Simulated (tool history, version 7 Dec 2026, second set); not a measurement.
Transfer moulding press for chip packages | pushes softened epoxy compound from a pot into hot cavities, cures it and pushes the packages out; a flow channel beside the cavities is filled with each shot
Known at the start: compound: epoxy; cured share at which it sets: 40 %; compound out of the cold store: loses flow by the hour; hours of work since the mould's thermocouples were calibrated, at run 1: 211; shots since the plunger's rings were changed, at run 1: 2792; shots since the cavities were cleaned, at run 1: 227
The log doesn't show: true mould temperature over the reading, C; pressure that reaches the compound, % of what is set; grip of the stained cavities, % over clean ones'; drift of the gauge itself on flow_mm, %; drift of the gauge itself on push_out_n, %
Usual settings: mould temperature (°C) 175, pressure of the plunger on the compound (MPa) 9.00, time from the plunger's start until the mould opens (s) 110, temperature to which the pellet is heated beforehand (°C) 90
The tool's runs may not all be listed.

| run | hour | mould temperature (°C) | pressure of the plunger on the compound (MPa) | time from the plunger's start until the mould opens (s) | temperature to which the pellet is heated beforehand (°C) | hours of work since the mould's thermocouples were calibrated | shots since the plunger's rings were changed | shots since the cavities were cleaned | incoming compound's hours out of the cold store | length that the compound runs in the flow channel (mm) | greatest force on the pins that push the packages out (N) |
|---|---|---|---|---|---|---|---|---|---|---|---|
| 1 | 0.0 | 175 | 9.00 | 110 | 90 | 211 | 2792 | 227 | 33.9 | 596 | 648 |
|  | 27.7 | cavities cleaned with cleaning compound and waxed |
| 2 | 35.9 | 175 | 9.00 | 110 | 90 | 229 | 3119 | 78 | 44.1 | 580 | 860 |
| 3 | 69.7 | 175 | 9.00 | 110 | 90 | 247 | 3442 | 401 | 44.8 | 571 | 880 |
|  | 79.2 | cavities cleaned with cleaning compound and waxed |
|  | 83.4 | plunger's sealing rings changed |
| 4 | 89.7 | 175 | 9.00 | 110 | 90 | 255 | 60 | 77 | 12.8 | 657 | 584 |
| 5 | 124.8 | 175 | 9.00 | 110 | 90 | 273 | 395 | 412 | 38.2 | 614 | 672 |
|  | 132.5 | cavities cleaned with cleaning compound and waxed |
| 6 | 164.5 | 175 | 9.00 | 110 | 90 | 293 | 758 | 305 | 42.3 | 607 | 660 |
|  | 183.3 | cavities cleaned with cleaning compound and waxed |
| 7 | 189.1 | 175 | 9.00 | 104 | 90 | 305 | 978 | 55 | 40.4 | 604 | 573 |
|  | 223.1 | cavities cleaned with cleaning compound and waxed, once more |
| 8 | 228.9 | 175 | 9.00 | 110 | 90 | 325 | 1343 | 55 | 20.7 | 630 | 546 |
| 9 | 248.4 | 175 | 9.00 | 110 | 90 | 335 | 1529 | 241 | 35.2 | 604 | 641 |
| 10 | 270.0 | 175 | 9.00 | 110 | 90 | 347 | 1735 | 447 | 13.7 | 640 | 710 |
|  | 274.5 | cavities cleaned with cleaning compound and waxed |
| 11 | 299.8 | 175 | 9.00 | 138 | 90 | 361 | 2004 | 240 | 45.9 | 583 | 571 |
|  | 326.9 | cavities cleaned with cleaning compound and waxed |
| 12 | 332.7 | 175 | 9.00 | 138 | 90 | 378 | 2304 | 56 | 39.6 | 590 | 467 |
| 13 | 349.7 | 175 | 9.00 | 138 | 90 | 387 | 2465 | 217 | 27.0 | 612 | 556 |
| 14 | 375.2 | 175 | 9.00 | 138 | 90 | 400 | 2708 | 460 | 43.5 | 583 | 628 |
|  | 379.9 | cavities cleaned with cleaning compound and waxed |
| 15 | 404.3 | 181 | 7.31 | 144 | 94 | 414 | 2971 | 231 | 39.2 | 515 | 516 |

The next listed run, before its measurement:
|  | 432.2 | cavities cleaned with cleaning compound and waxed |
| 16 | 442.2 | 180 | 7.78 | 95 | 90 | 433 | 3318 | 95 | 35.6 | ? | ? |

length that the compound runs in the flow channel (mm): 540
greatest force on the pins that push the packages out (N): 551
Without the tool's hidden state the same run would have given length that the compound runs in the flow channel (mm) 568, greatest force on the pins that push the packages out (N) 478.

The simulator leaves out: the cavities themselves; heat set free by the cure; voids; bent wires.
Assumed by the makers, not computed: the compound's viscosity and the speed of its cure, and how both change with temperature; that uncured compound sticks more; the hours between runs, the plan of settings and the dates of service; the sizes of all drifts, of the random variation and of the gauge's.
